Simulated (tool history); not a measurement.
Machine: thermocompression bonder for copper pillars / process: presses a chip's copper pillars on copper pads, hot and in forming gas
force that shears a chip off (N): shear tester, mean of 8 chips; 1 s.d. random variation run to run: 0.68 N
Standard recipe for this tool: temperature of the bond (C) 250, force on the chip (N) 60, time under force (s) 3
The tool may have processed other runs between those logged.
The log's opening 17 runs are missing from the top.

run,hour,temperature of the bond (C),force on the chip (N),time under force (s),force that shears a chip off (N)
18,115,250,60,3,46.2
19,120.4,250,60,3,45.7
20,130.1,250,60,3,45
21,135.5,250,60,3,46.1
22,140.2,250,60,3,44.9
23,148.8,266,60,2,48
24,155.1,229,60,3,33.2
25,163.1,267,42,2,37.7
26,172.8,250,53,2,34.7
27,177.9,250,60,7,60.2
28,186.8,250,58,6,55.3
29,193.4,264,44,3,43.5
30,202.9,221,88,3,37.3
31,210.5,251,71,2,43
# hour 214.3: forming gas filter changed
32,218.6,250,49,3,42.8
33,225.7,250,58,3,48.1
34,234.6,250,60,3,48.1
35,241.5,269,60,2,51.4
36,249.3,269,60,2,53.8
37,255.7,250,39,3,35.9
38,261.3,276,65,5,78.2
39,269,276,65,5,77.3
40,277.6,277,75,3,74.3
41,285.9,277,75,3,73

Here are 3 independent what-if runs from the current tool condition. What would each one return?
A,294.5,233,75,6,?
B,294.5,231,56,6,?
C,294.5,238,75,3,?

run,force that shears a chip off (N)
A,56.7
B,45
C,45.5
Without the tool's unlogged condition, the same runs would have read:
run,force that shears a chip off (N)
A,55.1
B,43.4
C,44

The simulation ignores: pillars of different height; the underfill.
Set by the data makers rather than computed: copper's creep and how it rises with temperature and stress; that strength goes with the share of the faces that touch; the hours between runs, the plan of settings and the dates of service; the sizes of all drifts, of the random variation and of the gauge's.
